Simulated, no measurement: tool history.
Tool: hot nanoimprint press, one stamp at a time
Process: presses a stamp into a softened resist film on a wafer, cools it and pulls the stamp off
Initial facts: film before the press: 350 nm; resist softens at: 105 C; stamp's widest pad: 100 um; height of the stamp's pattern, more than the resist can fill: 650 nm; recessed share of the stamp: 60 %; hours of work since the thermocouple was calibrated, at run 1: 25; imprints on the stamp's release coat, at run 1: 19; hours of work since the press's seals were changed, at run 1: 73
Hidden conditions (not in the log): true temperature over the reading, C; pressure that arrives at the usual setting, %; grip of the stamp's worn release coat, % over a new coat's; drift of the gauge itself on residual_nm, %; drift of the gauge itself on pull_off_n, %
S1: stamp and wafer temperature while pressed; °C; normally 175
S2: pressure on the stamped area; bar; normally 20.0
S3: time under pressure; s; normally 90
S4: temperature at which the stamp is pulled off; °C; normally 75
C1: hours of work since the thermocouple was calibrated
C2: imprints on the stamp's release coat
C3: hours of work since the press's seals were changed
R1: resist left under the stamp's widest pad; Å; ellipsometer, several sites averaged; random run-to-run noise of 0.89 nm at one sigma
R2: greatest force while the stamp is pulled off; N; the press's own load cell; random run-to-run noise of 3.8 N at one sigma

run   hour   S1    S2   S3  S4  C1   C2   C3    R1   R2
  1    0.0  175  20.0   90  75  25   19   73  1696  180
  2    9.1  175  20.0   90  75  30   39   79  1705  182
  3   19.7  175  20.0   90  75  37   63   85  1706  182
  4   34.4  172  20.0   90  75  46   95   94  1858  185
      38.2  -- plate thermocouple calibrated
  5   50.9  175  20.0   90  75   8  124  102  1721  188
      65.1  -- plate thermocouple calibrated, once more
  6   68.2  175  20.0   90  75   2  156  111  1664  194
  7   77.1  175  19.5   48  75   7  176  116  2088  191
  8   87.9  175  20.0   59  75  14  199  123  1945  191
  9   99.2  184  31.2   83  75  21  224  130  1068  188
 10  112.1  179  20.0  118  68  29  252  138  1355  204
 11  121.7  184  21.5  118  68  34  273  144  1115  208
 12  131.4  179  13.1  119  70  40  295  150  1663  207

Results per run with the tool's hidden condition removed, run-to-run variation unchanged:
run    R1   R2
  1  1677  179
  2  1685  180
  3  1684  179
  4  1833  181
  5  1684  183
  6  1658  189
  7  2079  186
  8  1935  185
  9  1056  181
 10  1343  196
 11  1103  199
 12  1650  197
